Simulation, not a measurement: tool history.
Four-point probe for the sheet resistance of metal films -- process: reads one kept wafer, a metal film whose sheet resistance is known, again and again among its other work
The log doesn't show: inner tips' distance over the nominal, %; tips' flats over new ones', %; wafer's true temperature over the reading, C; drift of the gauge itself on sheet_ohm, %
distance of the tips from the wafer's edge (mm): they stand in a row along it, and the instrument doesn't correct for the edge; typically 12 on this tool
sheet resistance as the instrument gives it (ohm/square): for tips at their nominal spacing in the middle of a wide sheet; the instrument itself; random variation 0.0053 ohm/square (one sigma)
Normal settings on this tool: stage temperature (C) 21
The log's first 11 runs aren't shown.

| run | hour | stage temperature (C) | distance of the tips from the wafer's edge (mm) | touches since the probe head was changed | hours of work since the stage's thermometer was calibrated | sheet resistance as the instrument gives it (ohm/square) |
|---|---|---|---|---|---|---|
| 12 | 215.4 | 21 | 12 | 57334 | 333 | 26.600274 |
| 13 | 237.2 | 21 | 12 | 58260 | 346 | 26.590183 |
| 14 | 249.8 | 21 | 12 | 58797 | 354 | 26.586473 |
| 15 | 265.1 | 21 | 28 | 59449 | 363 | 26.573167 |
| 16 | 294.6 | 21 | 18 | 60702 | 381 | 26.587262 |
| 17 | 319.0 | 21 | 18 | 61740 | 395 | 26.595803 |
| 18 | 339.7 | 21 | 18 | 62622 | 407 | 26.595644 |
| 19 | 364.0 | 21 | 23 | 63654 | 422 | 26.591959 |
| 20 | 392.0 | 21 | 23 | 64845 | 438 | 26.596678 |
| 21 | 406.9 | 19 | 12 | 65482 | 447 | 26.691449 |
| 22 | 429.7 | 33 | 12 | 66450 | 461 | 26.242248 |
| 23 | 455.4 | 33 | 12 | 67542 | 476 | 26.253555 |
| 24 | 482.2 | 33 | 12 | 68681 | 492 | 26.247493 |
| 25 | 510.9 | 33 | 73 | 69906 | 509 | 26.236155 |
| 26 | 531.8 | 23 | 46 | 70793 | 522 | 26.547319 |
| 27 | 545.0 | 21 | 13 | 71356 | 529 | 26.636847 |
| 28 | 570.4 | 21 | 3 | 72435 | 545 | 27.009116 |
| 29 | 585.9 | 19 | 23 | 73094 | 554 | 26.690646 |
| 30 | 606.5 | 20 | 12 | 73973 | 566 | 26.676248 |
| 31 | 632.1 | 20 | 12 | 75059 | 581 | 26.672718 |
| 32 | 658.7 | 19 | 46 | 76192 | 597 | 26.690962 |
| 33 | 685.9 | 23 | 49 | 77351 | 613 | 26.575846 |
| 34 | 705.7 | 21 | 33 | 78192 | 625 | 26.640082 |
| 35 | 723.0 | 21 | 33 | 78929 | 635 | 26.638791 |
| 36 | 738.5 | 26 | 13 | 79585 | 644 | 26.505392 |

Below are 5 alternative next runs, each starting from the tool's condition after run 36. Predict each:
| A | 753.1 | 21 | 39 | 80207 | 653 | ? |
| B | 753.1 | 34 | 15 | 80207 | 653 | ? |
| C | 753.1 | 28 | 30 | 80207 | 653 | ? |
| D | 753.1 | 23 | 12 | 80207 | 653 | ? |
| E | 753.1 | 26 | 33 | 80207 | 653 | ? |

| run | sheet resistance as the instrument gives it (ohm/square) |
|---|---|
| A | 26.638252 |
| B | 26.246805 |
| C | 26.420188 |
| D | 26.603715 |
| E | 26.499725 |
With no hidden state in the tool, these same runs would have given:
| run | sheet resistance as the instrument gives it (ohm/square) |
|---|---|
| A | 26.369914 |
| B | 25.983286 |
| C | 26.154525 |
| D | 26.335880 |
| E | 26.233127 |

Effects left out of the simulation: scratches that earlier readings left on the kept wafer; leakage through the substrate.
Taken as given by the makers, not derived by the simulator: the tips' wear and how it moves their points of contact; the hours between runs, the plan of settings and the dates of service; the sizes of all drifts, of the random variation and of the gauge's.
